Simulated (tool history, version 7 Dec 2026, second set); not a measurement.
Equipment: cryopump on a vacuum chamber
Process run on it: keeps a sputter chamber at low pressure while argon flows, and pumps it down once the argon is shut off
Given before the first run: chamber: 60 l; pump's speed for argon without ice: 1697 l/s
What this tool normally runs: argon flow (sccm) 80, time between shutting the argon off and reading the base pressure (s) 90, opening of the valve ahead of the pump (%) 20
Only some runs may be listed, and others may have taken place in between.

| run | hour | argon flow (sccm) | time between shutting the argon off and reading the base pressure (s) | opening of the valve ahead of the pump (%) | pressure while argon flows (Pa) | pressure after the wait (uPa) |
|---|---|---|---|---|---|---|
| 1 | 0 | 80 | 90 | 20 | 0.399 | 1.67 |
| 2 | 14.3 | 80 | 90 | 20 | 0.4021 | 1.72 |
| 3 | 26.1 | 80 | 90 | 20 | 0.4001 | 1.74 |
| 4 | 43 | 80 | 90 | 20 | 0.4053 | 1.78 |
| 5 | 61.8 | 131 | 90 | 20 | 0.6675 | 1.81 |
| 6 | 82.8 | 131 | 90 | 20 | 0.6698 | 1.88 |
| 7 | 101.8 | 80 | 90 | 20 | 0.4061 | 1.88 |
| 8 | 112.5 | 80 | 90 | 20 | 0.4081 | 1.91 |
| 9 | 122.6 | 80 | 90 | 20 | 0.4136 | 1.95 |
| 10 | 140.6 | 80 | 90 | 20 | 0.411 | 2.01 |
| 11 | 158.4 | 80 | 90 | 23 | 0.3626 | 2.02 |
| 12 | 175.8 | 80 | 31 | 20 | 0.4179 | 2.85 |
| 13 | 186.9 | 80 | 31 | 20 | 0.4147 | 2.76 |
| 14 | 200.1 | 80 | 90 | 20 | 0.4171 | 2.18 |
| 15 | 212.4 | 80 | 90 | 20 | 0.424 | 2.2 |
| 16 | 222.9 | 80 | 90 | 20 | 0.4211 | 2.27 |
| 17 | 234.4 | 80 | 90 | 20 | 0.4206 | 2.17 |
| 18 | 248 | 80 | 90 | 36 | 0.2471 | 2.29 |
| 19 | 261.4 | 68 | 62 | 54 | 0.1484 | 2.52 |
| 20 | 277 | 68 | 62 | 21 | 0.3478 | 2.58 |
| 21 | 298.5 | 44 | 44 | 19 | 0.2471 | 2.89 |
| 22 | 318 | 44 | 44 | 19 | 0.25 | 2.92 |
| 23 | 338.5 | 80 | 65 | 20 | 0.4356 | 2.72 |
| 24 | 350.8 | 143 | 72 | 31 | 0.5294 | 2.61 |
|  | 374.4 | pump warmed up, emptied and cooled again |
| 25 | 376.4 | 68 | 72 | 21 | 0.3244 | 2.06 |
| 26 | 396.1 | 68 | 72 | 21 | 0.3243 | 2.01 |
| 27 | 415.6 | 80 | 37 | 16 | 0.5034 | 2.51 |
| 28 | 429.3 | 80 | 37 | 16 | 0.5039 | 2.58 |
| 29 | 443.5 | 64 | 37 | 38 | 0.1722 | 2.61 |
| 30 | 454.2 | 53 | 109 | 30 | 0.1818 | 2.06 |
| 31 | 464.7 | 61 | 90 | 15 | 0.4117 | 2.14 |
| 32 | 481.8 | 80 | 90 | 19 | 0.4303 | 2.15 |
| 33 | 497.8 | 80 | 90 | 19 | 0.4313 | 2.21 |
| 34 | 511 | 80 | 90 | 19 | 0.4344 | 2.3 |

4 ways to go on from here, each from the tool as it stands after run 34. What would each give?
| A | 529.6 | 131 | 22 | 16 | ? | ? |
| B | 529.6 | 84 | 90 | 20 | ? | ? |
| C | 529.6 | 82 | 77 | 22 | ? | ? |
| D | 529.6 | 64 | 24 | 23 | ? | ? |

| run | pressure while argon flows (Pa) | pressure after the wait (uPa) |
|---|---|---|
| A | 0.8376 | 3.35 |
| B | 0.4373 | 2.29 |
| C | 0.3876 | 2.36 |
| D | 0.2886 | 3.31 |
Without the tool's unlogged condition, the same runs would have read:
| run | pressure while argon flows (Pa) | pressure after the wait (uPa) |
|---|---|---|
| A | 0.8138 | 1.61 |
| B | 0.4219 | 0.57 |
| C | 0.3727 | 0.59 |
| D | 0.277 | 1.56 |

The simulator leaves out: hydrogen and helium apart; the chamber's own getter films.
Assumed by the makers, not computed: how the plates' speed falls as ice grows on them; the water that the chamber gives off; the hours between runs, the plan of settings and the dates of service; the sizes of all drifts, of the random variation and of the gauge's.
